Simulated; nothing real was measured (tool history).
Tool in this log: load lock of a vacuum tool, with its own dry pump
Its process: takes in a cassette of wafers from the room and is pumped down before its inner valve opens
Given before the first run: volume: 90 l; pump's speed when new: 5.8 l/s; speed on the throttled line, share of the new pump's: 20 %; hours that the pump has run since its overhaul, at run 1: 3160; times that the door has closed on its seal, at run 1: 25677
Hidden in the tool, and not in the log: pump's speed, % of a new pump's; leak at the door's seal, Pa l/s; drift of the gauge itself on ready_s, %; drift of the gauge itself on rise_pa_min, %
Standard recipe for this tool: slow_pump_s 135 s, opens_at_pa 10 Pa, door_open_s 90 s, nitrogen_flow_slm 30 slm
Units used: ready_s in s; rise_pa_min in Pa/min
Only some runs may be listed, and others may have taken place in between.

run,hour,slow_pump_s,opens_at_pa,door_open_s,nitrogen_flow_slm,hours that the pump has run since its overhaul,times that the door has closed on its seal,"incoming humidity of the room's air, %",ready_s,rise_pa_min
1,0,135,10,90,30,3160,25677,43.5,254.1,0.064
2,237.7,135,10,90,30,3398,26320,45.3,253.9,0.066
3,726.3,135,10,90,30,3887,27642,41,253.8,0.068
4,982.6,135,10,90,30,4143,28335,43.9,253.5,0.076
5,1400.1,135,10,94,30,4560,29464,48.3,254.6,0.077
6,1652.8,135,10,94,30,4813,30148,44.2,258.3,0.078
7,1958.8,135,10,94,30,5119,30976,47.9,255.4,0.081
8,2406.5,135,10,94,30,5567,32187,43.9,254.5,0.078
9,2752.1,135,10,94,30,5912,33122,44.8,256.8,0.084
10,3259.3,135,10,94,30,6420,34494,46.2,257.6,0.081
11,3633.5,135,10,90,30,6794,35506,47.3,256.2,0.088
12,3962.9,135,10,90,30,7123,36397,47,257.1,0.093
13,4238.4,135,10,90,30,7399,37142,45,258.7,0.096
14,4755.7,135,10,90,30,7916,38542,48.2,260.7,0.1
15,5104.7,135,10,90,30,8265,39486,43.6,256.4,0.097
16,5437.8,135,10,193,30,8598,40387,44.8,259.1,0.12
17,5959.3,135,10,193,30,9120,41798,44.9,260.9,0.123
18,6493.4,135,10,193,30,9654,43242,41.8,262.9,0.128
19,6984.9,135,10,193,30,10145,44572,46,263.8,0.133
20,7321.5,135,8,33,30,10482,45482,49,267.9,0.105
21,7732.5,135,8,33,30,10893,46594,43,268.3,0.113
22,8266.2,260,11,65,28,11426,48038,44.4,357.9,0.126
23,8608.1,260,11,65,28,11768,48963,48.7,362,0.128
24,9172.5,260,11,65,28,12333,50490,47.3,358.8,0.131
25,9610.9,254,8,90,30,12771,51676,47.2,359.4,0.141
26,10068.1,254,8,90,30,13228,52912,45.3,362.7,0.145
27,10449.8,139,10,90,30,13610,53945,44.5,270.2,0.144
28,10875.2,139,10,90,30,14036,55096,46.2,267.9,0.154
29,11414.6,95,16,26,24,14575,56555,43.5,228.2,0.146
30,11941.4,95,16,26,24,15102,57980,46.6,230.6,0.145
31,12223.7,69,16,26,24,15384,58744,48.1,207.6,0.152
32,12776.1,69,16,26,24,15936,60238,42,209.5,0.151
33,13206.8,69,16,26,24,16367,61403,48,213.2,0.165
# hour 13261.5: door's seal changed, seat wiped
34,13754.5,183,8,26,24,16913,1334,46.8,314.9,0.013
35,14237.2,183,12,26,4,17396,2639,42.9,303.5,0.024
# hour 14295.9: dry pump taken out, an overhauled one fitted
36,14809.9,135,10,162,30,514,4172,42.8,250.7,0.046
37,15203,135,10,90,5,907,5235,46.1,252.3,0.056

Branching from run 37: 3 alternative next runs. What would each branch give?
A,15735,135,10,90,5,1439,6675,46,?,?
B,15735,135,10,90,30,1439,6675,43.9,?,?
C,15735,135,10,71,5,1439,6675,45.4,?,?

run,ready_s,rise_pa_min
A,248.6,0.052
B,252.7,0.035
C,250.7,0.043
Without the tool's unlogged condition, the same runs would have read:
run,ready_s,rise_pa_min
A,246.8,0.046
B,250.8,0.029
C,248.9,0.038
